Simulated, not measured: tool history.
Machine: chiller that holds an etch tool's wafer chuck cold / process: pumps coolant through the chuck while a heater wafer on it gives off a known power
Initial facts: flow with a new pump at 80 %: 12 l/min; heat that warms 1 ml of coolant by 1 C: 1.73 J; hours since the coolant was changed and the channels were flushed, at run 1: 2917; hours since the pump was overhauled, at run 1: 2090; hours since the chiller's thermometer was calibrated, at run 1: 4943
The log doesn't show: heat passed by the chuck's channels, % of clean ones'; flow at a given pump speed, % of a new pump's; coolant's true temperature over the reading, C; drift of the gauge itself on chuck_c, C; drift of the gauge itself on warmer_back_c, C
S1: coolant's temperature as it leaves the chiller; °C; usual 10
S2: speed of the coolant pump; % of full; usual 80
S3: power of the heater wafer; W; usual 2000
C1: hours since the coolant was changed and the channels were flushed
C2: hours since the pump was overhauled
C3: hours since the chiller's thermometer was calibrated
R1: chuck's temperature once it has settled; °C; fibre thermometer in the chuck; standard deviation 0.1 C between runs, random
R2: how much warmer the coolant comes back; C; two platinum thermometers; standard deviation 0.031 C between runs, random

run    hour  S1  S2    S3    C1    C2    C3    R1    R2
  1     0.0  10  80  2000  2917  2090  4943  25.9  6.09
       40.2  -- chiller's thermometer calibrated
  2   106.3  10  80  2000  3023  2195    66  25.2  6.06
  3   178.6  10  80  2000  3095  2268   138  25.2  6.06
  4   316.0  10  80  2000  3232  2405   276  25.4  6.15
  5   379.6  10  80  2000  3296  2469   339  25.4  6.06
  6   483.2  10  80  2000  3400  2572   443  25.7  6.21
      572.1  -- coolant changed, channels flushed
  7   599.3  10  80  2811    27  2682   553  28.5  8.59
  8   744.4  10  80  2314   172  2828   698  25.3  7.14
  9   841.9  10  80  2000   270  2925   796  23.2  6.14
 10   957.0  10  80  2000   385  3040   911  23.5  6.21
 11  1091.3  10  82  2000   519  3174  1045  23.2  6.03
 12  1209.8   5  80  2000   638  3293  1164  18.6  6.23
 13  1284.9   5  80  2000   713  3368  1239  18.7  6.23
 14  1415.1   5  80  2000   843  3498  1369  19.0  6.22
 15  1496.8  10  80  1187   925  3580  1451  18.3  3.75
 16  1590.5  10  80  2000  1018  3674  1544  24.1  6.28
     1741.5  -- coolant pump overhauled
 17  1741.5   0  86  2088  1164     0  1690  14.6  6.50
 18  1822.3  14  80  1008  1245    81  1771  21.7  3.37
 19  1934.3  10  83  2262  1357   193  1883  26.4  7.26
     2049.4  -- coolant pump overhauled, once more
 20  2080.4  10  83  2262  1498    31  2024  25.0  6.24
 21  2149.0  15  94  2262  1567   100  2093  28.8  5.47
 22  2221.8   5  80  1638  1640   172  2166  16.3  4.76
 23  2305.7  10  76  2000  1724   256  2250  24.6  6.11
 24  2384.4   4  80  1887  1802   335  2328  17.4  5.51
 25  2523.5   4  80  1887  1941   474  2467  17.5  5.47
 26  2648.0   4  80  1887  2066   599  2592  17.4  5.53
 27  2793.0   4  80  1887  2211   744  2737  17.7  5.52
 28  2908.6   8  80  1374  2327   859  2852  18.3  4.04
 29  3054.8   8  80  1374  2473  1005  2999  18.4  4.09
 30  3121.0   8  80  1374  2539  1072  3065  18.4  4.03
 31  3252.0   8  80  1374  2670  1203  3196  18.3  4.10
 32  3375.1  18  85  1799  2793  1326  3319  31.1  4.96

4 ways to go on from here, each from the tool as it stands after run 32. What would each give?
  A  3509.5   3  97  1799  2927  1460  3453   ?   ?
  B  3509.5   6  83  2000  2927  1460  3453   ?   ?
  C  3509.5  18  70  1635  2927  1460  3453   ?   ?
  D  3509.5  10  68  1138  2927  1460  3453   ?   ?

run    R1    R2
  A  15.0  4.33
  B  20.9  5.75
  C  31.8  5.63
  D  20.1  4.03
Without the tool's hidden state the same runs would have given:
run    R1    R2
  A  12.7  4.19
  B  18.2  5.57
  C  29.3  5.45
  D  18.2  3.90
